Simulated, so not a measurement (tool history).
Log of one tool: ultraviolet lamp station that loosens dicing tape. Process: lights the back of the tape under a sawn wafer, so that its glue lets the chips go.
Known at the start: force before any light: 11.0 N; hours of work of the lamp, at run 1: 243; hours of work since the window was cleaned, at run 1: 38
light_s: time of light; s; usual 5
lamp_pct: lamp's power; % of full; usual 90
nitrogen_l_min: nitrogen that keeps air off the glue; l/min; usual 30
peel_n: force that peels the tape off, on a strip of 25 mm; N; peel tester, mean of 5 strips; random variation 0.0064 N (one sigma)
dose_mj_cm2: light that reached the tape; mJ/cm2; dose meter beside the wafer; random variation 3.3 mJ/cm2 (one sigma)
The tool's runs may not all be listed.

run     day  light_s  lamp_pct  nitrogen_l_min  hours of work of the lamp  hours of work since the window was cleaned  peel_n  dose_mj_cm2
  1   0.000        5        90              30                        243                                          38   0.224          484
  2   0.892        5        90              30                        256                                          51   0.239          486
  3   2.117        5        90              30                        273                                          68   0.247          478
  4   3.138        5        90              30                        288                                          83   0.263          477
  5   4.854        5        90              30                        313                                         107   0.255          473
  6   5.738        5        67              30                        325                                         120   0.549          345
  7   7.354        5        67              30                        348                                         143   0.574          339
  8   8.854        5        67              30                        370                                         164   0.586          339
  9   9.592        5        90              30                        380                                         175   0.293          450
 10  10.658        5        96              30                        395                                         190   0.270          477
 11  11.958        5        96              30                        414                                         209   0.256          468
 12  13.600        5        96              30                        437                                         232   0.275          458
 13  14.712        5        90              30                        453                                         248   0.309          431
 14  16.388        5        90              27                        477                                         272   0.355          420
 15  18.004        5        90               9                        500                                         295   0.773          411
 16  19.454        5        73              30                        521                                         316   0.593          331
     19.696  -- window cleaned of glue's vapour
 17  21.208        5        73              30                        546                                          22   0.678          317
 18  22.304        5        90              12                        562                                          37   0.737          385
 19  23.500        5        90              12                        579                                          54   0.722          387
     23.829  -- window cleaned of glue's vapour, once more
 20  25.188        5        90              12                        602                                          19   0.515          443
 21  26.662        5        90              12                        623                                          40   0.514          437
 22  28.338        9        90              30                        647                                          64   0.129          772
 23  29.212        9        90              30                        660                                          77   0.140          777
 24  30.204        4        70              49                        674                                          91   0.841          265
 25  31.679        9        66              40                        695                                         112   0.172          543
 26  32.667        9        66              40                        709                                         126   0.179          543
 27  34.300        9        66              40                        733                                         150   0.188          539
 28  35.071        9        66              40                        744                                         161   0.183          530
 29  36.054        4        89              18                        758                                         175   0.903          314
 30  36.942        5        65              30                        770                                         187   0.861          286
 31  37.754        5        65              30                        782                                         199   0.894          287
 32  38.496        4        90              20                        793                                         210   0.863          311
 33  39.329        4        90              20                        804                                         221   0.882          311
 34  40.483        4        78              20                        821                                         238   1.232          267
 35  41.650        4        70              30                        838                                         255   1.334          238
 36  42.458        5        70              47                        849                                         266   0.647          292
 37  44.088        5        76              30                        872                                         289   0.711          310
 38  44.971        5        76              30                        885                                         302   0.709          310
 39  46.008        6        90              26                        900                                         317   0.327          435
     46.154  -- window cleaned of glue's vapour
 40  46.750        3        94              26                        910                                           9   1.226          257
 41  47.504        3        94              26                        921                                          19   1.156          255
 42  49.058        3        94              29                        943                                          41   1.170          252

The same runs without the tool's hidden state, with the same run-to-run variation:
The hidden state here: lamp's light, % of a new lamp's; light that the window lets through, % of a clean one's; drift of the gauge itself on peel_n, %; drift of the gauge itself on dose_mj_cm2, %.
run  peel_n  dose_mj_cm2
  1   0.193          523
  2   0.201          529
  3   0.204          526
  4   0.214          530
  5   0.200          533
  6   0.395          392
  7   0.400          392
  8   0.395          397
  9   0.207          530
 10   0.194          568
 11   0.177          565
 12   0.185          560
 13   0.194          532
 14   0.214          528
 15   0.426          524
 16   0.312          427
 17   0.319          428
 18   0.340          525
 19   0.322          533
 20   0.335          526
 21   0.321          527
 22   0.123          946
 23   0.134          958
 24   0.494          331
 25   0.139          687
 26   0.144          694
 27   0.148          699
 28   0.140          694
 29   0.462          415
 30   0.428          381
 31   0.435          385
 32   0.410          421
 33   0.408          423
 34   0.590          369
 35   0.631          331
 36   0.277          411
 37   0.289          445
 38   0.286          448
 39   0.157          634
 40   0.682          332
 41   0.631          332
 42   0.617          334
